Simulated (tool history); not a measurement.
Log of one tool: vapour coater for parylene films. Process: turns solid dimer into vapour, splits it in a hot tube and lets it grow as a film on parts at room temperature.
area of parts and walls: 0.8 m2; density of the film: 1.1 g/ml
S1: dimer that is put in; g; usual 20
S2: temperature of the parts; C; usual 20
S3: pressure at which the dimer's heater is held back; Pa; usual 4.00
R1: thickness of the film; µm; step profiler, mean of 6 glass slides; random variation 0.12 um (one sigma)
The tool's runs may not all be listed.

run   hour  S1  S2    S3     R1
  1    0.0  20  20  4.00  14.46
  2   53.1  20  20  4.00  14.22
  3   75.5  20  20  4.00  14.23
  4  125.2  31  20  4.00  21.48
  5  160.7  31  20  4.00  21.15
     169.1  -- trap's valve overhauled
  6  206.4  24  20  3.90  16.15
  7  260.1  24  20  3.90  15.96
  8  285.9  24  20  3.90  15.92
  9  330.0   9  26  8.12   4.54
 10  376.7  20  24  5.16  11.30

Forecast each of these 5 alternatives for the next run:
     389.8  -- trap's valve overhauled, once more
  A  429.4  17  24  5.16   ?
     389.8  -- trap's valve overhauled, once more
  B  429.4   8  21  6.26   ?
     389.8  -- trap's valve overhauled, once more
  C  429.4  20  13  5.16   ?
     389.8  -- trap's valve overhauled, once more
  D  429.4  14  26  5.67   ?
     389.8  -- trap's valve overhauled, once more
  E  429.4  20  31  4.00   ?

run     R1
  A  11.04
  B   5.15
  C  15.19
  D   8.59
  E  12.34
Without the tool's hidden state the same runs would have given:
run     R1
  A  11.12
  B   5.18
  C  15.30
  D   8.66
  E  12.43
